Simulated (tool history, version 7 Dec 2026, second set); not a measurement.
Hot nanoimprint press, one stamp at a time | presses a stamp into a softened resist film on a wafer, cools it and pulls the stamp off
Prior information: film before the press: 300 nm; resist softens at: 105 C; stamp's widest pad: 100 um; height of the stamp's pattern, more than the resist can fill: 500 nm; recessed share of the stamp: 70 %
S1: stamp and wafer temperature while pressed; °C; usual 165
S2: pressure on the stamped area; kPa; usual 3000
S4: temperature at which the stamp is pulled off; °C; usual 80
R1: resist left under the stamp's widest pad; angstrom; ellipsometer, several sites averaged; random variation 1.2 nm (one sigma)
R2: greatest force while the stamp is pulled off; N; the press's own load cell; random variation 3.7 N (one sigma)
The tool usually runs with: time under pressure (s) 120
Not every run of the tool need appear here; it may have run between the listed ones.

Run 1, day 0: usual settings. Result: R1 1827 angstrom, R2 208 N.
At day 0.746: stamp cleaned and given a new release coat.
Run 2, day 1.55: usual settings. Result: R1 1824 angstrom, R2 186 N.
Run 3, day 2.175: usual settings. Result: R1 1804 angstrom, R2 186 N.
Run 4, day 2.788: usual settings. Result: R1 1843 angstrom, R2 192 N.
Run 5, day 3.596: usual settings. Result: R1 1848 angstrom, R2 201 N.
Run 6, day 4.388: usual settings. Result: R1 1828 angstrom, R2 198 N.
At day 5.483: stamp cleaned and given a new release coat.
Run 7, day 5.938: usual settings. Result: R1 1843 angstrom, R2 182 N.
Run 8, day 6.608: usual settings. Result: R1 1825 angstrom, R2 191 N.
Run 9, day 7.379: usual settings but S1 164 °C. Result: R1 1910 angstrom, R2 187 N.
Run 10, day 8.483: usual settings but S1 164 °C. Result: R1 1904 angstrom, R2 198 N.
Run 11, day 9.746: usual settings. Result: R1 1869 angstrom, R2 202 N.
At day 10.196: stamp cleaned and given a new release coat.
Run 12, day 11.154: usual settings. Result: R1 1885 angstrom, R2 193 N.
Run 13, day 12.304: usual settings. Result: R1 1861 angstrom, R2 202 N.
At day 13.158: plate thermocouple calibrated.
Run 14, day 13.671: usual settings. Result: R1 1937 angstrom, R2 210 N.
At day 15.021: stamp cleaned and given a new release coat.
Run 15, day 15.275: usual settings. Result: R1 1958 angstrom, R2 191 N.
Run 16, day 16.783: usual settings but S1 159 °C, S2 4710 kPa. Result: R1 2064 angstrom, R2 200 N.
Run 17, day 18.175: usual settings but S1 159 °C, S2 4710 kPa, time under pressure (s) 212. Result: R1 1728 angstrom, R2 197 N.
At day 19.079: plate thermocouple calibrated, once more.
Run 18, day 19.142: usual settings but S4 75 °C. Result: R1 1771 angstrom, R2 210 N.
At day 19.9: stamp cleaned and given a new release coat.
Run 19, day 20.738: usual settings but S4 75 °C. Result: R1 1775 angstrom, R2 197 N.
Run 20, day 22.2: usual settings but S4 75 °C. Result: R1 1788 angstrom, R2 204 N.
Run 21, day 23.025: usual settings but time under pressure (s) 61. Result: R1 2162 angstrom, R2 193 N.
Run 22, day 24.071: usual settings but time under pressure (s) 61. Result: R1 2161 angstrom, R2 204 N.
At day 24.642: stamp cleaned and given a new release coat.
Run 23, day 24.958: usual settings but S1 176 °C, S2 3930 kPa, time under pressure (s) 117, S4 85 °C. Result: R1 1143 angstrom, R2 157 N.
Run 24, day 26.308: usual settings but S1 160 °C, S2 2250 kPa, time under pressure (s) 87, S4 88 °C. Result: R1 2407 angstrom, R2 166 N.
Run 25, day 27.625: usual settings but S4 88 °C. Result: R1 1840 angstrom, R2 168 N.
Run 26, day 28.246: usual settings but S4 88 °C. Result: R1 1790 angstrom, R2 171 N.
At day 29.383: stamp cleaned and given a new release coat.
Run 27, day 29.975: usual settings but S4 88 °C. Result: R1 1813 angstrom, R2 153 N.
Run 28, day 30.817: usual settings but S4 88 °C. Result: R1 1829 angstrom, R2 161 N.
At day 32.379: press's hydraulic seals changed and the load cell set to zero.
Run 29, day 32.379: usual settings but S4 88 °C. Result: R1 1817 angstrom, R2 164 N.

4 options for the next run, each taken on its own from the tool as it stands now. Forecast them:
Run A, day 33.212: usual settings but S2 3090 kPa, S4 69 °C. Result: R1 ?, R2 ?.
Run B, day 33.212: usual settings but S1 170 °C, S2 4530 kPa, time under pressure (s) 77. Result: R1 ?, R2 ?.
Run C, day 33.212: usual settings but S1 175 °C, S2 2280 kPa, time under pressure (s) 81. Result: R1 ?, R2 ?.
Run D, day 33.212: usual settings but S1 176 °C. Result: R1 ?, R2 ?.

run    R1   R2
  A  1796  231
  B  1533  203
  C  1657  196
  D  1251  200
Stripped of hidden state, with their random variation kept, the same runs would have yielded:
run    R1   R2
  A  1743  204
  B  1485  178
  C  1613  172
  D  1211  176
